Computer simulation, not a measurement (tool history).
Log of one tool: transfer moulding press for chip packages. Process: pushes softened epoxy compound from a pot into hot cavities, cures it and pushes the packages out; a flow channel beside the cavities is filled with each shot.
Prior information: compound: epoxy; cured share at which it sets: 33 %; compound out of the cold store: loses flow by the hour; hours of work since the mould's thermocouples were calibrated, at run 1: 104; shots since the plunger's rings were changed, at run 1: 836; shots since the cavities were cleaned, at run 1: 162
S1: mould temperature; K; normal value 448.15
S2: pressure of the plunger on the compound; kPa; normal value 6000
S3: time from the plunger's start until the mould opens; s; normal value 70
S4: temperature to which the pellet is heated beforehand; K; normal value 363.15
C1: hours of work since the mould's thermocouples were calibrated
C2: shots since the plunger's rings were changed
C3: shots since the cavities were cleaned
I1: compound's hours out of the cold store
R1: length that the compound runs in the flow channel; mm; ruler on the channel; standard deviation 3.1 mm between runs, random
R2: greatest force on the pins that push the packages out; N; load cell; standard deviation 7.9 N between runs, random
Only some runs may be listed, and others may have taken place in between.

run   hour      S1    S2  S3      S4   C1    C2   C3    I1   R1    R2
  1    0.0  448.15  6000  70  363.15  104   836  162  22.5  775   442
  2   13.2  448.15  6000  70  363.15  115  1074  400  42.2  694   496
      22.6  -- cavities cleaned with cleaning compound and waxed
  3   23.2  448.15  6000  70  363.15  121  1228   12  44.7  678   526
  4   41.9  448.15  6000  85  363.15  136  1566  350  24.7  757   514
      55.4  -- cavities cleaned with cleaning compound and waxed
  5   58.0  448.15  6000  70  363.15  148  1828   47  11.3  812   369
      62.1  -- cavities cleaned with cleaning compound and waxed, once more
  6   78.6  448.15  6000  70  363.15  163  2173  298  40.7  684   425
  7   91.6  453.15  6000  70  363.15  173  2408  533  41.2  669   460
      94.1  -- cavities cleaned with cleaning compound and waxed
  8  100.9  453.15  6000  70  363.15  179  2549  123  46.8  649   356
  9  112.1  453.15  6000  70  363.15  188  2751  325  14.4  773   415
     126.8  -- cavities cleaned with cleaning compound and waxed
 10  131.3  453.15  6000  70  363.15  202  3071   83  16.0  767   359
 11  144.6  453.15  6000  70  363.15  212  3309  321  36.5  681   416
 12  154.2  453.15  6000  70  363.15  220  3483  495  11.5  777   455
     159.3  -- cavities cleaned with cleaning compound and waxed
 13  166.2  453.15  6000  70  353.15  228  3672  124  28.4  707   363
 14  175.5  453.15  6000  70  353.15  236  3841  293  17.9  741   417
 15  188.5  448.15  6000  70  363.15  246  4074  526  16.7  759   517
     190.9  -- cavities cleaned with cleaning compound and waxed
 16  209.2  456.15  6000  59  363.15  261  4422  331  46.7  624   436
 17  217.0  456.15  6000  70  363.15  267  4562  471  24.9  709   443
     222.4  -- cavities cleaned with cleaning compound and waxed
     229.4  -- plunger's sealing rings changed
 18  238.4  447.15  6890  89  363.15  281   162  244  22.2  837   398
     257.1  -- cavities cleaned with cleaning compound and waxed
 19  258.8  447.15  6890  89  363.15  296   503   30  15.2  867   336
 20  273.9  447.15  6890  89  363.15  308   776  303  36.8  763   397
     289.6  -- cavities cleaned with cleaning compound and waxed
 21  291.5  440.15  6720  51  363.15  321  1067   35  36.4  777  1019
 22  301.7  446.15  6720  74  363.15  329  1250  218   8.1  890   441
 23  313.3  448.15  6000  70  354.15  338  1460  428  26.5  754   486
     321.8  -- cavities cleaned with cleaning compound and waxed
 24  327.1  450.15  4710  52  370.15  347  1681   96  13.8  703   562

Run 25 is up next; what results do you expect?
 25  337.2  450.15  4710  52  370.15  355  1863  278  36.9   ?   ?

Logged for run 25: R1 613 mm, R2 624 N.
With the hidden condition absent and the run-to-run variation left alone, this run would have shown R1 631 mm, R2 497 N.
